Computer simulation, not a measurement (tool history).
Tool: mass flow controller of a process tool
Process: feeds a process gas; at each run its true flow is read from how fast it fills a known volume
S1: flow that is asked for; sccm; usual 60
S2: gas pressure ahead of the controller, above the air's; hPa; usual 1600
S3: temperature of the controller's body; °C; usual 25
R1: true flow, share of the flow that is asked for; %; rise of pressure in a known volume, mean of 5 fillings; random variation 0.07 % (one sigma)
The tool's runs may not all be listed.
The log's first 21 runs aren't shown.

run	hour	S1	S2	S3	R1
22	7104.1	60	1600	25	97.83
23	7367.7	60	1600	25	97.78
24	7603.6	49	1470	25	97.36
25	7913.6	49	1470	25	97.22
26	8252.7	49	1470	25	97.15
27	8617.1	49	1470	25	96.93
28	8993.9	16	1600	23	95.85
29	9200.1	16	1970	27	96.23
30	9594.2	22	1600	40	96.20
31	9981.3	22	1600	40	96.21
32	10274.7	19	2260	33	96.04
33	10656.1	19	2260	33	95.75
34	10889.1	19	2260	33	95.69
35	11095.0	25	1600	25	95.17
36	11490.1	25	1600	25	95.15
# hour 11821.5: gauge calibrated
37	11859.8	25	1530	38	98.22
38	12236.7	10	1530	23	97.05
39	12486.5	10	1530	23	96.94
40	12896.2	60	1590	25	98.21
41	13197.2	12	2630	26	97.43
42	13400.8	60	1600	35	98.48
43	13679.9	56	1690	21	97.86
44	14117.2	35	2050	27	97.48
45	14387.6	17	1930	27	96.72
46	14578.3	17	1930	22	96.52

5 ways to go on from here, each from the tool as it stands after run 46. What would each give?
A	15020.1	20	1980	25	?
B	15020.1	17	1930	20	?
C	15020.1	12	1600	21	?
D	15020.1	26	2260	25	?
E	15020.1	63	1930	21	?

run	R1
A	96.40
B	96.19
C	95.97
D	96.86
E	97.44
Without the tool's hidden state the same runs would have given:
run	R1
A	97.76
B	97.55
C	97.32
D	98.22
E	98.81
